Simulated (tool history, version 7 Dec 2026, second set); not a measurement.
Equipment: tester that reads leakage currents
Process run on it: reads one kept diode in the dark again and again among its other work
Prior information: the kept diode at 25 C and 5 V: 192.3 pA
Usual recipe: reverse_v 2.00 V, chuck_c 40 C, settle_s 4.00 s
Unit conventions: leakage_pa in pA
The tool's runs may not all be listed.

{"run": 1, "hour": 0.0, "reverse_v": 2.0, "chuck_c": 40, "settle_s": 4.0, "leakage_pa": 491.23}
{"run": 2, "hour": 100.4, "reverse_v": 2.0, "chuck_c": 40, "settle_s": 4.0, "leakage_pa": 491.27}
{"run": 3, "hour": 260.8, "reverse_v": 2.0, "chuck_c": 40, "settle_s": 4.0, "leakage_pa": 483.32}
{"hour": 275.4, "done": "probe card cleaned and baked"}
{"run": 4, "hour": 387.7, "reverse_v": 2.91, "chuck_c": 40, "settle_s": 4.0, "leakage_pa": 546.94}
{"run": 5, "hour": 511.9, "reverse_v": 2.91, "chuck_c": 40, "settle_s": 4.0, "leakage_pa": 539.44}
{"run": 6, "hour": 709.6, "reverse_v": 2.91, "chuck_c": 40, "settle_s": 4.0, "leakage_pa": 531.27}
{"run": 7, "hour": 842.3, "reverse_v": 2.91, "chuck_c": 40, "settle_s": 4.0, "leakage_pa": 525.76}
{"run": 8, "hour": 985.5, "reverse_v": 2.91, "chuck_c": 40, "settle_s": 4.0, "leakage_pa": 519.31}
{"hour": 1038.6, "done": "chuck's temperature calibrated"}
{"run": 9, "hour": 1094.3, "reverse_v": 2.91, "chuck_c": 40, "settle_s": 4.0, "leakage_pa": 507.48}
{"run": 10, "hour": 1241.6, "reverse_v": 2.91, "chuck_c": 40, "settle_s": 4.0, "leakage_pa": 499.01}
{"run": 11, "hour": 1437.2, "reverse_v": 2.91, "chuck_c": 40, "settle_s": 4.0, "leakage_pa": 492.27}
{"run": 12, "hour": 1621.6, "reverse_v": 1.74, "chuck_c": 40, "settle_s": 2.44, "leakage_pa": 402.59}
{"hour": 1650.5, "done": "chuck's temperature calibrated, once more"}
{"run": 13, "hour": 1743.6, "reverse_v": 1.0, "chuck_c": 40, "settle_s": 0.5, "leakage_pa": 375.91}
{"run": 14, "hour": 1907.0, "reverse_v": 1.0, "chuck_c": 40, "settle_s": 0.5, "leakage_pa": 371.25}
{"run": 15, "hour": 2003.0, "reverse_v": 1.0, "chuck_c": 40, "settle_s": 0.5, "leakage_pa": 368.29}
{"run": 16, "hour": 2098.6, "reverse_v": 1.0, "chuck_c": 20, "settle_s": 4.18, "leakage_pa": 63.95}
{"run": 17, "hour": 2206.6, "reverse_v": 2.0, "chuck_c": 55, "settle_s": 2.82, "leakage_pa": 1503.91}

What if the next run were any one of these 3? Each begins from the tool's condition after run 17:
{"run": "A", "hour": 2340.7, "reverse_v": 1.28, "chuck_c": 45, "settle_s": 0.73, "leakage_pa": "?"}
{"run": "B", "hour": 2340.7, "reverse_v": 17.35, "chuck_c": 40, "settle_s": 8.98, "leakage_pa": "?"}
{"run": "C", "hour": 2340.7, "reverse_v": 2.0, "chuck_c": 55, "settle_s": 1.75, "leakage_pa": "?"}

run=A leakage_pa=588.86
run=B leakage_pa=1045.27
run=C leakage_pa=1487.79
Take away the tool's hidden state, keep each run's random variation, and the runs would have read:
run=A leakage_pa=627.17
run=B leakage_pa=1106.70
run=C leakage_pa=1580.58
